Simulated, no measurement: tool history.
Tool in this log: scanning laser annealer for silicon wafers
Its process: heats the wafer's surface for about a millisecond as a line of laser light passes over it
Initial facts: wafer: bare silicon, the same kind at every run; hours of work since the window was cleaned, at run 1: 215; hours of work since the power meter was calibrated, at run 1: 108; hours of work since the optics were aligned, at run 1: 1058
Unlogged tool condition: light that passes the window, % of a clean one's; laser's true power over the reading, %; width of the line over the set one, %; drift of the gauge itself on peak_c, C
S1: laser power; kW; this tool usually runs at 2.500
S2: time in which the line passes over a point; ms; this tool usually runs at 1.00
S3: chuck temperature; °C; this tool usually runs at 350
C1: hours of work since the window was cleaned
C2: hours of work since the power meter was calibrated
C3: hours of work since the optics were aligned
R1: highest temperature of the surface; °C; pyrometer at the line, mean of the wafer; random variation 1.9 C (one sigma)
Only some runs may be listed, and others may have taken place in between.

run	hour	S1	S2	S3	C1	C2	C3	R1
1	0.0	2.500	1.00	350	215	108	1058	1137
2	36.7	2.500	1.00	314	231	124	1074	1103
3	82.4	2.500	1.00	314	251	144	1094	1100
4	125.3	2.500	1.12	350	270	163	1113	1183
5	164.4	2.500	1.12	350	287	180	1130	1183
6	196.6	2.500	1.12	350	301	194	1144	1182
7	233.6	2.500	1.12	350	317	210	1160	1181
8	279.4	2.500	1.12	350	337	230	1180	1181
9	322.3	2.500	1.00	350	356	249	1199	1128
10	358.3	2.500	1.00	350	371	265	1214	1132
11	378.6	2.500	1.00	350	380	273	1223	1130
12	417.9	2.500	1.06	350	397	291	1240	1152
13	446.2	2.500	1.06	350	410	303	1253	1154
14	480.1	2.345	1.06	350	424	318	1267	1110
15	523.2	2.345	1.06	350	443	336	1286	1107
16	550.4	2.345	1.06	350	455	348	1298	1108
# hour 556.0: laser's power meter calibrated
17	595.6	2.204	1.06	350	473	17	1316	1064
18	631.6	2.204	1.06	328	489	33	1332	1042
19	656.3	2.204	1.06	328	500	44	1343	1042
20	695.0	2.204	1.06	328	517	61	1360	1041
# hour 705.2: laser's power meter calibrated, once more
21	745.0	2.690	1.01	350	537	17	1380	1188
22	777.7	2.500	0.88	346	551	32	1394	1070
23	825.1	2.529	0.86	346	572	52	1415	1073
24	873.1	2.269	1.00	355	593	73	1436	1064
25	898.9	2.269	1.00	355	604	84	1447	1063
26	920.1	2.432	1.19	314	613	94	1456	1144
27	960.7	2.500	0.74	335	631	111	1474	996
28	1005.4	2.242	0.98	321	651	131	1494	1016
29	1041.8	2.242	0.98	321	666	147	1509	1017
30	1080.1	2.242	0.98	321	683	163	1526	1016
31	1124.8	2.336	0.98	321	703	183	1546	1042
32	1160.9	2.200	0.75	318	718	199	1561	909
33	1200.0	2.200	1.03	364	735	216	1578	1065
34	1245.8	2.649	1.04	350	755	236	1598	1179
35	1268.7	2.649	1.04	350	765	245	1608	1181

3 options for the next run, each taken on its own from the tool as it stands now. Forecast them:
A	1305.0	2.481	0.76	338	781	261	1624	?
B	1305.0	2.649	0.91	350	781	261	1624	?
C	1305.0	2.500	1.15	350	781	261	1624	?

run	R1
A	998
B	1125
C	1182
What these runs would have given with no unlogged condition in the tool:
run	R1
A	1019
B	1149
C	1208
